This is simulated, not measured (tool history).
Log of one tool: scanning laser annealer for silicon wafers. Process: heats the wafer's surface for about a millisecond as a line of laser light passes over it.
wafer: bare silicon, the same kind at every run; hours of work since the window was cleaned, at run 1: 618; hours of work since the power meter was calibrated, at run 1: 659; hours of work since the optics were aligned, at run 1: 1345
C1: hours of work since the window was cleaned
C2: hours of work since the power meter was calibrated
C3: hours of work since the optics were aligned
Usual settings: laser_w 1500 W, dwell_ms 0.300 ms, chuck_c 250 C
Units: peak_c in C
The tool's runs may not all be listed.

run 1 day=0.000 | laser_w=1500 dwell_ms=0.300 chuck_c=250 | C1=618 C2=659 C3=1345 | peak_c=984
run 2 day=1.521 | laser_w=1500 dwell_ms=0.300 chuck_c=282 | C1=638 C2=679 C3=1365 | peak_c=1019
run 3 day=3.142 | laser_w=1500 dwell_ms=0.300 chuck_c=282 | C1=659 C2=700 C3=1386 | peak_c=1016
run 4 day=4.738 | laser_w=1500 dwell_ms=0.300 chuck_c=250 | C1=680 C2=721 C3=1406 | peak_c=985
run 5 day=6.438 | laser_w=1500 dwell_ms=0.246 chuck_c=250 | C1=702 C2=743 C3=1428 | peak_c=918
-- day=7.125 window over the wafer cleaned
run 6 day=8.012 | laser_w=1500 dwell_ms=0.246 chuck_c=250 | C1=12 C2=762 C3=1448 | peak_c=929
run 7 day=9.417 | laser_w=1500 dwell_ms=0.246 chuck_c=250 | C1=30 C2=780 C3=1466 | peak_c=933
run 8 day=10.654 | laser_w=1405 dwell_ms=0.300 chuck_c=250 | C1=46 C2=797 C3=1482 | peak_c=948
run 9 day=12.596 | laser_w=1405 dwell_ms=0.300 chuck_c=250 | C1=71 C2=822 C3=1507 | peak_c=948
run 10 day=14.133 | laser_w=1500 dwell_ms=0.310 chuck_c=250 | C1=91 C2=842 C3=1527 | peak_c=1004
run 11 day=14.983 | laser_w=1500 dwell_ms=0.317 chuck_c=250 | C1=102 C2=853 C3=1538 | peak_c=1015
run 12 day=16.850 | laser_w=1500 dwell_ms=0.317 chuck_c=250 | C1=126 C2=877 C3=1563 | peak_c=1014
run 13 day=17.675 | laser_w=1500 dwell_ms=0.300 chuck_c=250 | C1=137 C2=888 C3=1573 | peak_c=995
run 14 day=18.996 | laser_w=1500 dwell_ms=0.300 chuck_c=218 | C1=154 C2=905 C3=1591 | peak_c=960
run 15 day=20.629 | laser_w=1550 dwell_ms=0.300 chuck_c=218 | C1=175 C2=926 C3=1612 | peak_c=986
run 16 day=22.300 | laser_w=1550 dwell_ms=0.300 chuck_c=218 | C1=197 C2=948 C3=1633 | peak_c=985
run 17 day=23.804 | laser_w=1550 dwell_ms=0.300 chuck_c=218 | C1=217 C2=967 C3=1653 | peak_c=984
run 18 day=25.138 | laser_w=1550 dwell_ms=0.300 chuck_c=218 | C1=234 C2=985 C3=1670 | peak_c=985
run 19 day=26.954 | laser_w=1500 dwell_ms=0.363 chuck_c=285 | C1=258 C2=1008 C3=1694 | peak_c=1093
run 20 day=28.425 | laser_w=1500 dwell_ms=0.228 chuck_c=278 | C1=277 C2=1027 C3=1713 | peak_c=929
run 21 day=29.642 | laser_w=1336 dwell_ms=0.228 chuck_c=215 | C1=293 C2=1043 C3=1729 | peak_c=796
run 22 day=30.558 | laser_w=1336 dwell_ms=0.228 chuck_c=215 | C1=304 C2=1055 C3=1741 | peak_c=795
run 23 day=32.429 | laser_w=1333 dwell_ms=0.273 chuck_c=219 | C1=329 C2=1079 C3=1765 | peak_c=845
run 24 day=34.304 | laser_w=1333 dwell_ms=0.273 chuck_c=219 | C1=353 C2=1104 C3=1789 | peak_c=845
-- day=34.825 optics aligned, line set to its width
run 25 day=35.467 | laser_w=1354 dwell_ms=0.296 chuck_c=228 | C1=366 C2=1116 C3=8 | peak_c=887
run 26 day=36.458 | laser_w=1354 dwell_ms=0.296 chuck_c=228 | C1=378 C2=1129 C3=21 | peak_c=882
run 27 day=38.262 | laser_w=1639 dwell_ms=0.295 chuck_c=264 | C1=402 C2=1153 C3=45 | peak_c=1064
run 28 day=39.338 | laser_w=1627 dwell_ms=0.295 chuck_c=264 | C1=416 C2=1166 C3=59 | peak_c=1057
run 29 day=40.912 | laser_w=1452 dwell_ms=0.291 chuck_c=214 | C1=436 C2=1187 C3=79 | peak_c=915
-- day=41.267 optics aligned, line set to its width, once more
run 30 day=43.067 | laser_w=1376 dwell_ms=0.217 chuck_c=212 | C1=462 C2=1212 C3=23 | peak_c=805
run 31 day=43.938 | laser_w=1437 dwell_ms=0.324 chuck_c=263 | C1=473 C2=1224 C3=35 | peak_c=1007
run 32 day=45.196 | laser_w=1437 dwell_ms=0.324 chuck_c=263 | C1=489 C2=1240 C3=51 | peak_c=1004
run 33 day=46.217 | laser_w=1478 dwell_ms=0.324 chuck_c=218 | C1=503 C2=1253 C3=64 | peak_c=985
run 34 day=47.762 | laser_w=1478 dwell_ms=0.324 chuck_c=218 | C1=523 C2=1273 C3=84 | peak_c=984
run 35 day=49.108 | laser_w=1518 dwell_ms=0.300 chuck_c=280 | C1=540 C2=1291 C3=102 | peak_c=1039
run 36 day=50.558 | laser_w=1470 dwell_ms=0.300 chuck_c=250 | C1=559 C2=1310 C3=121 | peak_c=982

The same runs without the tool's hidden state, with the same run-to-run variation:
The hidden state here: light that passes the window, % of a clean one's; laser's true power over the reading, %; width of the line over the set one, %; drift of the gauge itself on peak_c, C.
run=1 peak_c=1008
run=2 peak_c=1044
run=3 peak_c=1041
run=4 peak_c=1011
run=5 peak_c=941
run=6 peak_c=940
run=7 peak_c=944
run=8 peak_c=959
run=9 peak_c=960
run=10 peak_c=1017
run=11 peak_c=1028
run=12 peak_c=1029
run=13 peak_c=1009
run=14 peak_c=975
run=15 peak_c=1002
run=16 peak_c=1001
run=17 peak_c=1001
run=18 peak_c=1002
run=19 peak_c=1112
run=20 peak_c=944
run=21 peak_c=810
run=22 peak_c=809
run=23 peak_c=861
run=24 peak_c=861
run=25 peak_c=907
run=26 peak_c=902
run=27 peak_c=1090
run=28 peak_c=1082
run=29 peak_c=938
run=30 peak_c=811
run=31 peak_c=1015
run=32 peak_c=1012
run=33 peak_c=993
run=34 peak_c=993
run=35 peak_c=1048
run=36 peak_c=991
